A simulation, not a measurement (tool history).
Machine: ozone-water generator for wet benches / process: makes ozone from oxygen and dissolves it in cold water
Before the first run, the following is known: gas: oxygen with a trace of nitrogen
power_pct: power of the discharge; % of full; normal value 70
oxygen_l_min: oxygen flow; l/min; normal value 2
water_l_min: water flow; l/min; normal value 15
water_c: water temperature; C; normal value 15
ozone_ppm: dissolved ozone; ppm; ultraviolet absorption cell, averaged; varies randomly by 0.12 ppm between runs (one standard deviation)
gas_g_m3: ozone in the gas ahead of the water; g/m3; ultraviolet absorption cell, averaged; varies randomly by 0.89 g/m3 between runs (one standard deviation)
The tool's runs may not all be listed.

{"run": 1, "hour": 0.0, "power_pct": 70, "oxygen_l_min": 2, "water_l_min": 15, "water_c": 15, "ozone_ppm": 11, "gas_g_m3": 136.5}
{"run": 2, "hour": 77.6, "power_pct": 70, "oxygen_l_min": 2, "water_l_min": 15, "water_c": 15, "ozone_ppm": 10.8, "gas_g_m3": 136}
{"run": 3, "hour": 127.1, "power_pct": 70, "oxygen_l_min": 2, "water_l_min": 15, "water_c": 15, "ozone_ppm": 10.8, "gas_g_m3": 136.8}
{"run": 4, "hour": 195.3, "power_pct": 70, "oxygen_l_min": 2, "water_l_min": 13, "water_c": 15, "ozone_ppm": 12.6, "gas_g_m3": 135.4}
{"run": 5, "hour": 266.4, "power_pct": 70, "oxygen_l_min": 2, "water_l_min": 13, "water_c": 15, "ozone_ppm": 12.5, "gas_g_m3": 134.6}
{"run": 6, "hour": 346.9, "power_pct": 70, "oxygen_l_min": 2, "water_l_min": 13, "water_c": 15, "ozone_ppm": 12.6, "gas_g_m3": 134}
{"run": 7, "hour": 416.4, "power_pct": 70, "oxygen_l_min": 2, "water_l_min": 13, "water_c": 15, "ozone_ppm": 12.4, "gas_g_m3": 135.9}
{"run": 8, "hour": 485.0, "power_pct": 70, "oxygen_l_min": 2, "water_l_min": 15, "water_c": 19, "ozone_ppm": 10.6, "gas_g_m3": 133.6}
{"run": 9, "hour": 535.0, "power_pct": 70, "oxygen_l_min": 2, "water_l_min": 15, "water_c": 15, "ozone_ppm": 10.9, "gas_g_m3": 132.1}
{"run": 10, "hour": 599.8, "power_pct": 70, "oxygen_l_min": 2, "water_l_min": 15, "water_c": 15, "ozone_ppm": 10.7, "gas_g_m3": 132.6}
{"run": 11, "hour": 674.4, "power_pct": 70, "oxygen_l_min": 2, "water_l_min": 15, "water_c": 15, "ozone_ppm": 10.8, "gas_g_m3": 132.6}
{"run": 12, "hour": 756.8, "power_pct": 70, "oxygen_l_min": 2.03, "water_l_min": 15, "water_c": 15, "ozone_ppm": 10.8, "gas_g_m3": 131.9}
{"run": 13, "hour": 830.6, "power_pct": 70, "oxygen_l_min": 2.03, "water_l_min": 15, "water_c": 14, "ozone_ppm": 11, "gas_g_m3": 131.6}
{"run": 14, "hour": 894.2, "power_pct": 70, "oxygen_l_min": 2.03, "water_l_min": 15, "water_c": 14, "ozone_ppm": 11, "gas_g_m3": 130.9}
{"run": 15, "hour": 991.3, "power_pct": 70, "oxygen_l_min": 2, "water_l_min": 15, "water_c": 21, "ozone_ppm": 10.1, "gas_g_m3": 130.5}
{"run": 16, "hour": 1047.2, "power_pct": 47, "oxygen_l_min": 2, "water_l_min": 15, "water_c": 15, "ozone_ppm": 8.2, "gas_g_m3": 101.9}

Run 17 is up next; what results do you expect?
{"run": 17, "hour": 1123.2, "power_pct": 44, "oxygen_l_min": 2, "water_l_min": 15, "water_c": 15, "ozone_ppm": "?", "gas_g_m3": "?"}

Run 17 gave ozone_ppm 7.9 ppm, gas_g_m3 96.4 g/m3.
With no hidden state in the tool, this same run would have given ozone_ppm 8.6 ppm, gas_g_m3 103.4 g/m3.
